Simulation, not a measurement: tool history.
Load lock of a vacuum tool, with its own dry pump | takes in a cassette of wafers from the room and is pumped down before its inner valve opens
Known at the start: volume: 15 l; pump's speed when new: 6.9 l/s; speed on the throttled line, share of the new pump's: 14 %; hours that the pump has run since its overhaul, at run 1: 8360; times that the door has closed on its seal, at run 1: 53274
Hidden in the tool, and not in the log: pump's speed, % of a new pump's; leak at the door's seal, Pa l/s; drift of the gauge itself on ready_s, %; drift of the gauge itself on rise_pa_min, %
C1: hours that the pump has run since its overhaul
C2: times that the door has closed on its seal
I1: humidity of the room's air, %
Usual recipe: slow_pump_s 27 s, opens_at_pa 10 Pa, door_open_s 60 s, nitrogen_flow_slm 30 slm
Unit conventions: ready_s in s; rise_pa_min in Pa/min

{"run": 1, "hour": 0.0, "slow_pump_s": 27, "opens_at_pa": 10, "door_open_s": 60, "nitrogen_flow_slm": 30, "C1": 8360, "C2": 53274, "I1": 46.8, "ready_s": 46.5, "rise_pa_min": 0.69}
{"run": 2, "hour": 550.8, "slow_pump_s": 27, "opens_at_pa": 10, "door_open_s": 60, "nitrogen_flow_slm": 30, "C1": 8911, "C2": 55053, "I1": 42.6, "ready_s": 46.2, "rise_pa_min": 0.729}
{"run": 3, "hour": 1074.5, "slow_pump_s": 27, "opens_at_pa": 10, "door_open_s": 60, "nitrogen_flow_slm": 30, "C1": 9435, "C2": 56745, "I1": 49.0, "ready_s": 46.5, "rise_pa_min": 0.763}
{"run": 4, "hour": 1554.7, "slow_pump_s": 27, "opens_at_pa": 10, "door_open_s": 60, "nitrogen_flow_slm": 30, "C1": 9915, "C2": 58297, "I1": 45.9, "ready_s": 46.3, "rise_pa_min": 0.803}
{"hour": 1676.8, "done": "door's seal changed, seat wiped"}
{"run": 5, "hour": 2023.9, "slow_pump_s": 27, "opens_at_pa": 10, "door_open_s": 60, "nitrogen_flow_slm": 30, "C1": 10383, "C2": 1121, "I1": 48.2, "ready_s": 46.9, "rise_pa_min": 0.058}
{"run": 6, "hour": 2407.4, "slow_pump_s": 27, "opens_at_pa": 10, "door_open_s": 60, "nitrogen_flow_slm": 30, "C1": 10766, "C2": 2361, "I1": 49.4, "ready_s": 47.0, "rise_pa_min": 0.072}
{"run": 7, "hour": 2661.6, "slow_pump_s": 27, "opens_at_pa": 10, "door_open_s": 60, "nitrogen_flow_slm": 30, "C1": 11020, "C2": 3182, "I1": 45.2, "ready_s": 47.3, "rise_pa_min": 0.069}
{"hour": 2839.4, "done": "dry pump taken out, an overhauled one fitted"}
{"run": 8, "hour": 3002.6, "slow_pump_s": 27, "opens_at_pa": 10, "door_open_s": 60, "nitrogen_flow_slm": 30, "C1": 163, "C2": 4264, "I1": 45.0, "ready_s": 43.0, "rise_pa_min": 0.069}
{"run": 9, "hour": 3501.3, "slow_pump_s": 27, "opens_at_pa": 10, "door_open_s": 60, "nitrogen_flow_slm": 30, "C1": 662, "C2": 5876, "I1": 44.2, "ready_s": 43.8, "rise_pa_min": 0.077}
{"run": 10, "hour": 3780.2, "slow_pump_s": 24, "opens_at_pa": 10, "door_open_s": 60, "nitrogen_flow_slm": 30, "C1": 941, "C2": 6777, "I1": 44.2, "ready_s": 41.2, "rise_pa_min": 0.085}
{"run": 11, "hour": 4217.2, "slow_pump_s": 24, "opens_at_pa": 10, "door_open_s": 60, "nitrogen_flow_slm": 30, "C1": 1378, "C2": 8189, "I1": 48.4, "ready_s": 41.1, "rise_pa_min": 0.1}
{"run": 12, "hour": 4646.7, "slow_pump_s": 24, "opens_at_pa": 10, "door_open_s": 60, "nitrogen_flow_slm": 30, "C1": 1807, "C2": 9577, "I1": 45.3, "ready_s": 41.4, "rise_pa_min": 0.104}
{"run": 13, "hour": 5044.0, "slow_pump_s": 24, "opens_at_pa": 10, "door_open_s": 60, "nitrogen_flow_slm": 30, "C1": 2205, "C2": 10860, "I1": 45.8, "ready_s": 41.9, "rise_pa_min": 0.106}
{"run": 14, "hour": 5415.8, "slow_pump_s": 24, "opens_at_pa": 10, "door_open_s": 60, "nitrogen_flow_slm": 30, "C1": 2576, "C2": 12062, "I1": 46.9, "ready_s": 41.4, "rise_pa_min": 0.113}
{"run": 15, "hour": 5734.8, "slow_pump_s": 24, "opens_at_pa": 10, "door_open_s": 60, "nitrogen_flow_slm": 7, "C1": 2895, "C2": 13093, "I1": 47.5, "ready_s": 41.5, "rise_pa_min": 0.168}
{"run": 16, "hour": 6135.9, "slow_pump_s": 27, "opens_at_pa": 10, "door_open_s": 60, "nitrogen_flow_slm": 30, "C1": 3296, "C2": 14388, "I1": 45.9, "ready_s": 44.1, "rise_pa_min": 0.134}
{"run": 17, "hour": 6723.7, "slow_pump_s": 27, "opens_at_pa": 10, "door_open_s": 60, "nitrogen_flow_slm": 30, "C1": 3884, "C2": 16288, "I1": 48.4, "ready_s": 44.6, "rise_pa_min": 0.153}
{"run": 18, "hour": 6969.1, "slow_pump_s": 27, "opens_at_pa": 10, "door_open_s": 60, "nitrogen_flow_slm": 30, "C1": 4130, "C2": 17081, "I1": 43.7, "ready_s": 45.0, "rise_pa_min": 0.153}
{"run": 19, "hour": 7552.3, "slow_pump_s": 27, "opens_at_pa": 10, "door_open_s": 53, "nitrogen_flow_slm": 30, "C1": 4713, "C2": 18965, "I1": 46.4, "ready_s": 45.0, "rise_pa_min": 0.171}
{"run": 20, "hour": 7900.5, "slow_pump_s": 27, "opens_at_pa": 15, "door_open_s": 53, "nitrogen_flow_slm": 30, "C1": 5061, "C2": 20090, "I1": 45.2, "ready_s": 44.5, "rise_pa_min": 0.178}
{"run": 21, "hour": 8487.8, "slow_pump_s": 15, "opens_at_pa": 10, "door_open_s": 60, "nitrogen_flow_slm": 30, "C1": 5648, "C2": 21988, "I1": 45.7, "ready_s": 35.0, "rise_pa_min": 0.198}
{"run": 22, "hour": 8862.1, "slow_pump_s": 15, "opens_at_pa": 10, "door_open_s": 60, "nitrogen_flow_slm": 30, "C1": 6023, "C2": 23197, "I1": 46.4, "ready_s": 34.8, "rise_pa_min": 0.213}
{"run": 23, "hour": 9277.7, "slow_pump_s": 15, "opens_at_pa": 10, "door_open_s": 60, "nitrogen_flow_slm": 30, "C1": 6438, "C2": 24540, "I1": 44.8, "ready_s": 35.5, "rise_pa_min": 0.236}
{"run": 24, "hour": 9619.4, "slow_pump_s": 15, "opens_at_pa": 10, "door_open_s": 60, "nitrogen_flow_slm": 30, "C1": 6780, "C2": 25644, "I1": 43.0, "ready_s": 35.3, "rise_pa_min": 0.23}
{"run": 25, "hour": 9984.2, "slow_pump_s": 15, "opens_at_pa": 9, "door_open_s": 60, "nitrogen_flow_slm": 30, "C1": 7145, "C2": 26823, "I1": 42.8, "ready_s": 35.5, "rise_pa_min": 0.252}
{"run": 26, "hour": 10264.2, "slow_pump_s": 15, "opens_at_pa": 13, "door_open_s": 60, "nitrogen_flow_slm": 8, "C1": 7425, "C2": 27728, "I1": 45.9, "ready_s": 34.7, "rise_pa_min": 0.3}
{"run": 27, "hour": 10667.7, "slow_pump_s": 15, "opens_at_pa": 13, "door_open_s": 60, "nitrogen_flow_slm": 8, "C1": 7828, "C2": 29032, "I1": 48.1, "ready_s": 35.3, "rise_pa_min": 0.313}
{"run": 28, "hour": 10928.9, "slow_pump_s": 15, "opens_at_pa": 10, "door_open_s": 60, "nitrogen_flow_slm": 41, "C1": 8089, "C2": 29876, "I1": 45.4, "ready_s": 35.8, "rise_pa_min": 0.278}
{"run": 29, "hour": 11252.3, "slow_pump_s": 27, "opens_at_pa": 10, "door_open_s": 148, "nitrogen_flow_slm": 30, "C1": 8413, "C2": 30920, "I1": 45.3, "ready_s": 46.2, "rise_pa_min": 0.332}
{"run": 30, "hour": 11852.4, "slow_pump_s": 27, "opens_at_pa": 13, "door_open_s": 60, "nitrogen_flow_slm": 30, "C1": 9013, "C2": 32860, "I1": 43.8, "ready_s": 45.7, "rise_pa_min": 0.324}
{"run": 31, "hour": 12255.4, "slow_pump_s": 27, "opens_at_pa": 13, "door_open_s": 60, "nitrogen_flow_slm": 30, "C1": 9416, "C2": 34162, "I1": 49.4, "ready_s": 45.6, "rise_pa_min": 0.349}
{"run": 32, "hour": 12784.6, "slow_pump_s": 27, "opens_at_pa": 13, "door_open_s": 96, "nitrogen_flow_slm": 17, "C1": 9945, "C2": 35872, "I1": 47.3, "ready_s": 46.1, "rise_pa_min": 0.411}
{"run": 33, "hour": 13093.1, "slow_pump_s": 27, "opens_at_pa": 9, "door_open_s": 83, "nitrogen_flow_slm": 30, "C1": 10254, "C2": 36869, "I1": 47.2, "ready_s": 47.5, "rise_pa_min": 0.397}
{"run": 34, "hour": 13499.1, "slow_pump_s": 40, "opens_at_pa": 9, "door_open_s": 71, "nitrogen_flow_slm": 30, "C1": 10660, "C2": 38180, "I1": 45.1, "ready_s": 57.8, "rise_pa_min": 0.4}
{"run": 35, "hour": 13867.5, "slow_pump_s": 43, "opens_at_pa": 14, "door_open_s": 159, "nitrogen_flow_slm": 11, "C1": 11028, "C2": 39371, "I1": 47.5, "ready_s": 59.7, "rise_pa_min": 0.526}
{"hour": 14048.8, "done": "dry pump taken out, an overhauled one fitted"}
{"run": 36, "hour": 14252.8, "slow_pump_s": 27, "opens_at_pa": 10, "door_open_s": 137, "nitrogen_flow_slm": 7, "C1": 204, "C2": 40596, "I1": 40.7, "ready_s": 43.6, "rise_pa_min": 0.53}
{"run": 37, "hour": 14827.3, "slow_pump_s": 37, "opens_at_pa": 18, "door_open_s": 60, "nitrogen_flow_slm": 7, "C1": 779, "C2": 42453, "I1": 41.7, "ready_s": 50.3, "rise_pa_min": 0.492}
{"run": 38, "hour": 15142.0, "slow_pump_s": 37, "opens_at_pa": 18, "door_open_s": 60, "nitrogen_flow_slm": 7, "C1": 1093, "C2": 43470, "I1": 45.7, "ready_s": 51.0, "rise_pa_min": 0.523}

Alternative continuations, all from the tool just after run 38; predict every row:
{"run": "A", "hour": 15630.3, "slow_pump_s": 27, "opens_at_pa": 10, "door_open_s": 60, "nitrogen_flow_slm": 5, "C1": 1582, "C2": 45047, "I1": 43.5, "ready_s": "?", "rise_pa_min": "?"}
{"run": "B", "hour": 15630.3, "slow_pump_s": 37, "opens_at_pa": 11, "door_open_s": 60, "nitrogen_flow_slm": 7, "C1": 1582, "C2": 45047, "I1": 44.2, "ready_s": "?", "rise_pa_min": "?"}
{"run": "C", "hour": 15630.3, "slow_pump_s": 37, "opens_at_pa": 19, "door_open_s": 33, "nitrogen_flow_slm": 19, "C1": 1582, "C2": 45047, "I1": 43.5, "ready_s": "?", "rise_pa_min": "?"}

run=A ready_s=43.6 rise_pa_min=0.544
run=B ready_s=52.3 rise_pa_min=0.537
run=C ready_s=50.4 rise_pa_min=0.493
With no hidden state in the tool, these same runs would have given:
run=A ready_s=43.2 rise_pa_min=0.096
run=B ready_s=52.0 rise_pa_min=0.087
run=C ready_s=50.1 rise_pa_min=0.045

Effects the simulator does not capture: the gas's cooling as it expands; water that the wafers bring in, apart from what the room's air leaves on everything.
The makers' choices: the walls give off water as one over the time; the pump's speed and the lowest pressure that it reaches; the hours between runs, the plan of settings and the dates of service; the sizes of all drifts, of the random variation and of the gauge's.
